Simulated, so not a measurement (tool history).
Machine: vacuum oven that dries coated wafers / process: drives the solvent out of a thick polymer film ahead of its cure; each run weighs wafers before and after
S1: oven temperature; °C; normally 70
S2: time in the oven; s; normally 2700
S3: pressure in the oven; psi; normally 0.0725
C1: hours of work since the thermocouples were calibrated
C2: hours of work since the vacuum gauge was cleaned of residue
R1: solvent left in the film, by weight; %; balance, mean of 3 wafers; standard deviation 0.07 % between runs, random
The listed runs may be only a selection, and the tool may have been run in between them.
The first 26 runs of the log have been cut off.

run     day  S1    S2      S3   C1   C2     R1
 27  18.138  82  1920   0.123  611   18   2.99
 28  18.779  82  1920   0.123  622   29   3.07
 29  19.321  82  2640  0.2033  632   39   2.11
 30  20.167  82  2640  0.2033  647   54   2.09
 31  20.596  82  1380  0.0837  654   61   4.79
 32   21.25  61  2700  0.0725  666   73   9.37
 33  21.725  74  2520  0.0725  674   81   4.16
 34  22.358  63  2700  0.1758  686   93   9.13
 35  23.342  59  2700  0.1533  703  110  10.63
 36  23.958  76  2700  0.0598  714  121   3.02
 37  24.775  67  2700  0.0483  728  135   6.45
 38  25.542  83  2580  0.0513  742  149   1.31
 39  26.329  71  1320  0.0725  756  163   9.75
 40  27.133  71  1320  0.0725  770  177   9.68
 41  28.079  71  4740  0.2068  786  194   3.05
 42  28.771  82  1980  0.0725  799  206    2.8
 43  29.612  82  1980  0.0785  813  221   2.75
 44   30.45  82  1980  0.0785  828  235   2.88
 45  31.246  82  1980  0.0785  842  249   2.93
 46  32.108  82  1980   0.037  858  265   2.76
 47  33.029  82  1980   0.037  874  281   2.78

Forecast each of these 4 alternatives for the next run:
  A  33.833  71  1980  0.1756  888  295   ?
  B  33.833  84  2760  0.0725  888  295   ?
  C  33.833  70  1980   0.037  888  295   ?
  D  33.833  69  1740   0.144  888  295   ?

run    R1
  A  7.61
  B  1.18
  C  7.53
  D  9.21
With no hidden state in the tool, these same runs would have given:
run    R1
  A  6.98
  B  0.95
  C  6.91
  D   8.6

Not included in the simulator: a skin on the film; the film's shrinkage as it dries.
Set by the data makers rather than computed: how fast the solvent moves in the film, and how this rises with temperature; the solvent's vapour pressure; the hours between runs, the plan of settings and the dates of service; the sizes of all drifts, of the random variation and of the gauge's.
